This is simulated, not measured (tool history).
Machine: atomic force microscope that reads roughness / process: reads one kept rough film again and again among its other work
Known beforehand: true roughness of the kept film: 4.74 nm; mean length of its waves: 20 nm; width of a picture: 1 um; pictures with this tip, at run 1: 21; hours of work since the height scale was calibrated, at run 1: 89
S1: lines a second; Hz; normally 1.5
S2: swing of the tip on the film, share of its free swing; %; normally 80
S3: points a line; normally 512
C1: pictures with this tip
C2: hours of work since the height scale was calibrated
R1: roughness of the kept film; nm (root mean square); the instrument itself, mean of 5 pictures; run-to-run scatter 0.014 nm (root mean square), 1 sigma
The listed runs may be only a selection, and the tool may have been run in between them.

run	hour	S1	S2	S3	C1	C2	R1
1	0	1.5	80	512	21	89	2.885
2	10.1	1.5	80	740	43	97	2.604
3	24.7	1.5	80	740	75	109	2.261
4	31	2.74	80	512	89	114	1.924
5	45.8	2.74	80	512	122	125	1.697
# hour 47: new tip fitted
# hour 48: height scale calibrated on a step standard
6	61.8	1.5	80	512	30	11	2.754
7	73.4	1.5	80	512	56	20	2.407
8	83.5	1.5	80	637	78	28	2.201
9	94.2	1.5	61	512	102	36	2.203
# hour 104.5: new tip fitted
10	108.2	1.5	61	512	8	47	3.429
11	118.7	3.83	74	512	31	55	2.43
# hour 127.3: height scale calibrated on a step standard, once more
12	130.3	2.51	56	283	54	2	2.643
13	141.6	1.5	80	835	80	11	2.243
14	150.1	1.62	64	512	98	18	2.25
# hour 162: new tip fitted
15	162.2	1.68	65	332	0	27	3.459
16	171.6	3.71	84	784	21	34	2.268
17	186.4	0.86	80	507	54	46	2.618
18	195.1	3.36	66	380	73	53	2.24

Alternative continuations, all from the tool just after run 18; predict every row:
A	203.8	1.5	65	512	92	60	?
B	203.8	2.11	58	380	92	60	?
C	203.8	3.36	61	380	92	60	?
D	203.8	1.5	80	621	92	60	?
E	203.8	1.34	72	645	92	60	?

run	R1
A	2.319
B	2.31
C	2.196
D	2.144
E	2.297
With no hidden state in the tool, these same runs would have given:
run	R1
A	3.551
B	3.542
C	3.365
D	3.286
E	3.52
